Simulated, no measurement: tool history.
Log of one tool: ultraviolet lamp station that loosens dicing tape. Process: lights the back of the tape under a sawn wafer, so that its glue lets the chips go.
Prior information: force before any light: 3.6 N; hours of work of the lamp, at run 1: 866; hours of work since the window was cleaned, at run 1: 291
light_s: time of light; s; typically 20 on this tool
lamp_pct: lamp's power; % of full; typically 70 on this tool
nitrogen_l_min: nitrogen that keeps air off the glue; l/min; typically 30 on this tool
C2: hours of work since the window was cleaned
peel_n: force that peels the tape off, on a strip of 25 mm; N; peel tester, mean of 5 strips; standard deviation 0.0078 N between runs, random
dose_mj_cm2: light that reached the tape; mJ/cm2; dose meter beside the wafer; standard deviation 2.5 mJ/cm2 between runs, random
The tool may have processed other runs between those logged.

run 1 hour=0 | light_s=20 lamp_pct=70 nitrogen_l_min=30 | hours_of_work_of_the_lamp=866 C2=291 | peel_n=0.308 dose_mj_cm2=286
run 2 hour=58.4 | light_s=20 lamp_pct=70 nitrogen_l_min=30 | hours_of_work_of_the_lamp=892 C2=317 | peel_n=0.287 dose_mj_cm2=285
run 3 hour=127.9 | light_s=20 lamp_pct=70 nitrogen_l_min=30 | hours_of_work_of_the_lamp=923 C2=348 | peel_n=0.306 dose_mj_cm2=288
run 4 hour=177.4 | light_s=20 lamp_pct=70 nitrogen_l_min=30 | hours_of_work_of_the_lamp=945 C2=369 | peel_n=0.296 dose_mj_cm2=291
run 5 hour=212.7 | light_s=20 lamp_pct=70 nitrogen_l_min=30 | hours_of_work_of_the_lamp=960 C2=385 | peel_n=0.286 dose_mj_cm2=289
run 6 hour=255.9 | light_s=20 lamp_pct=70 nitrogen_l_min=30 | hours_of_work_of_the_lamp=979 C2=404 | peel_n=0.29 dose_mj_cm2=286
run 7 hour=304.1 | light_s=20 lamp_pct=70 nitrogen_l_min=32 | hours_of_work_of_the_lamp=1001 C2=426 | peel_n=0.298 dose_mj_cm2=288
run 8 hour=345.8 | light_s=20 lamp_pct=70 nitrogen_l_min=32 | hours_of_work_of_the_lamp=1019 C2=444 | peel_n=0.313 dose_mj_cm2=293
run 9 hour=390.7 | light_s=20 lamp_pct=70 nitrogen_l_min=32 | hours_of_work_of_the_lamp=1039 C2=464 | peel_n=0.302 dose_mj_cm2=286
run 10 hour=446.3 | light_s=20 lamp_pct=70 nitrogen_l_min=48 | hours_of_work_of_the_lamp=1064 C2=489 | peel_n=0.28 dose_mj_cm2=288
run 11 hour=492.2 | light_s=20 lamp_pct=70 nitrogen_l_min=30 | hours_of_work_of_the_lamp=1084 C2=509 | peel_n=0.306 dose_mj_cm2=289
run 12 hour=529.5 | light_s=20 lamp_pct=70 nitrogen_l_min=30 | hours_of_work_of_the_lamp=1101 C2=525 | peel_n=0.301 dose_mj_cm2=288
run 13 hour=594.5 | light_s=20 lamp_pct=70 nitrogen_l_min=30 | hours_of_work_of_the_lamp=1129 C2=554 | peel_n=0.311 dose_mj_cm2=286
-- hour=635.9 window cleaned of glue's vapour
run 14 hour=645.4 | light_s=20 lamp_pct=70 nitrogen_l_min=30 | hours_of_work_of_the_lamp=1152 C2=4 | peel_n=0.302 dose_mj_cm2=284
run 15 hour=681.5 | light_s=20 lamp_pct=61 nitrogen_l_min=30 | hours_of_work_of_the_lamp=1168 C2=20 | peel_n=0.341 dose_mj_cm2=248
-- hour=711.6 lamp changed
run 16 hour=751.3 | light_s=20 lamp_pct=61 nitrogen_l_min=30 | hours_of_work_of_the_lamp=18 C2=51 | peel_n=0.336 dose_mj_cm2=257
run 17 hour=803.6 | light_s=20 lamp_pct=61 nitrogen_l_min=30 | hours_of_work_of_the_lamp=41 C2=74 | peel_n=0.346 dose_mj_cm2=250
run 18 hour=860 | light_s=20 lamp_pct=61 nitrogen_l_min=30 | hours_of_work_of_the_lamp=66 C2=99 | peel_n=0.346 dose_mj_cm2=256
run 19 hour=897.5 | light_s=20 lamp_pct=61 nitrogen_l_min=30 | hours_of_work_of_the_lamp=82 C2=115 | peel_n=0.339 dose_mj_cm2=255
run 20 hour=966.1 | light_s=20 lamp_pct=61 nitrogen_l_min=30 | hours_of_work_of_the_lamp=113 C2=146 | peel_n=0.336 dose_mj_cm2=253
run 21 hour=1018.8 | light_s=19 lamp_pct=61 nitrogen_l_min=30 | hours_of_work_of_the_lamp=136 C2=169 | peel_n=0.376 dose_mj_cm2=238
run 22 hour=1085.5 | light_s=19 lamp_pct=79 nitrogen_l_min=17 | hours_of_work_of_the_lamp=166 C2=199 | peel_n=0.297 dose_mj_cm2=310
run 23 hour=1118.2 | light_s=31 lamp_pct=74 nitrogen_l_min=54 | hours_of_work_of_the_lamp=180 C2=213 | peel_n=0.232 dose_mj_cm2=473
run 24 hour=1163.6 | light_s=23 lamp_pct=74 nitrogen_l_min=54 | hours_of_work_of_the_lamp=200 C2=233 | peel_n=0.243 dose_mj_cm2=349
run 25 hour=1196.6 | light_s=35 lamp_pct=70 nitrogen_l_min=37 | hours_of_work_of_the_lamp=215 C2=248 | peel_n=0.235 dose_mj_cm2=509
run 26 hour=1244.3 | light_s=14 lamp_pct=64 nitrogen_l_min=43 | hours_of_work_of_the_lamp=236 C2=269 | peel_n=0.466 dose_mj_cm2=183
run 27 hour=1287.5 | light_s=14 lamp_pct=64 nitrogen_l_min=43 | hours_of_work_of_the_lamp=255 C2=288 | peel_n=0.455 dose_mj_cm2=186
run 28 hour=1352.1 | light_s=20 lamp_pct=66 nitrogen_l_min=31 | hours_of_work_of_the_lamp=284 C2=317 | peel_n=0.312 dose_mj_cm2=270
run 29 hour=1388.7 | light_s=11 lamp_pct=85 nitrogen_l_min=31 | hours_of_work_of_the_lamp=300 C2=333 | peel_n=0.472 dose_mj_cm2=192
run 30 hour=1454.3 | light_s=11 lamp_pct=85 nitrogen_l_min=31 | hours_of_work_of_the_lamp=329 C2=362 | peel_n=0.473 dose_mj_cm2=190
run 31 hour=1512.4 | light_s=32 lamp_pct=81 nitrogen_l_min=30 | hours_of_work_of_the_lamp=355 C2=388 | peel_n=0.237 dose_mj_cm2=531
run 32 hour=1583.4 | light_s=27 lamp_pct=81 nitrogen_l_min=30 | hours_of_work_of_the_lamp=386 C2=419 | peel_n=0.245 dose_mj_cm2=455
run 33 hour=1628.2 | light_s=17 lamp_pct=70 nitrogen_l_min=23 | hours_of_work_of_the_lamp=406 C2=439 | peel_n=0.361 dose_mj_cm2=245
run 34 hour=1679.3 | light_s=11 lamp_pct=90 nitrogen_l_min=21 | hours_of_work_of_the_lamp=428 C2=462 | peel_n=0.479 dose_mj_cm2=209
run 35 hour=1753.2 | light_s=14 lamp_pct=81 nitrogen_l_min=21 | hours_of_work_of_the_lamp=461 C2=494 | peel_n=0.388 dose_mj_cm2=234
run 36 hour=1821.1 | light_s=20 lamp_pct=70 nitrogen_l_min=11 | hours_of_work_of_the_lamp=491 C2=524 | peel_n=0.381 dose_mj_cm2=292
run 37 hour=1893.8 | light_s=33 lamp_pct=81 nitrogen_l_min=36 | hours_of_work_of_the_lamp=523 C2=557 | peel_n=0.242 dose_mj_cm2=550
-- hour=1927.3 window cleaned of glue's vapour
run 38 hour=1954.6 | light_s=27 lamp_pct=82 nitrogen_l_min=50 | hours_of_work_of_the_lamp=550 C2=12 | peel_n=0.242 dose_mj_cm2=454
run 39 hour=1999.8 | light_s=23 lamp_pct=78 nitrogen_l_min=49 | hours_of_work_of_the_lamp=570 C2=32 | peel_n=0.243 dose_mj_cm2=370
run 40 hour=2065 | light_s=13 lamp_pct=70 nitrogen_l_min=9 | hours_of_work_of_the_lamp=599 C2=61 | peel_n=0.691 dose_mj_cm2=189
run 41 hour=2104.9 | light_s=19 lamp_pct=69 nitrogen_l_min=16 | hours_of_work_of_the_lamp=617 C2=79 | peel_n=0.353 dose_mj_cm2=270
run 42 hour=2165.2 | light_s=19 lamp_pct=69 nitrogen_l_min=16 | hours_of_work_of_the_lamp=643 C2=105 | peel_n=0.367 dose_mj_cm2=269

What differs in the tool's unlogged condition from the final listed run ahead of each entry between runs to the first listed run following it?
From run 13 to run 14: window cleaned of glue's vapour (hour 635.9)
  light that the window lets through, % of a clean one's: 99.9 -> 100
From run 15 to run 16: lamp changed (hour 711.6)
  lamp's light, % of a new lamp's: 99.7 -> 100
From run 37 to run 38: window cleaned of glue's vapour (hour 1927.3)
  light that the window lets through, % of a clean one's: 99.8 -> 100
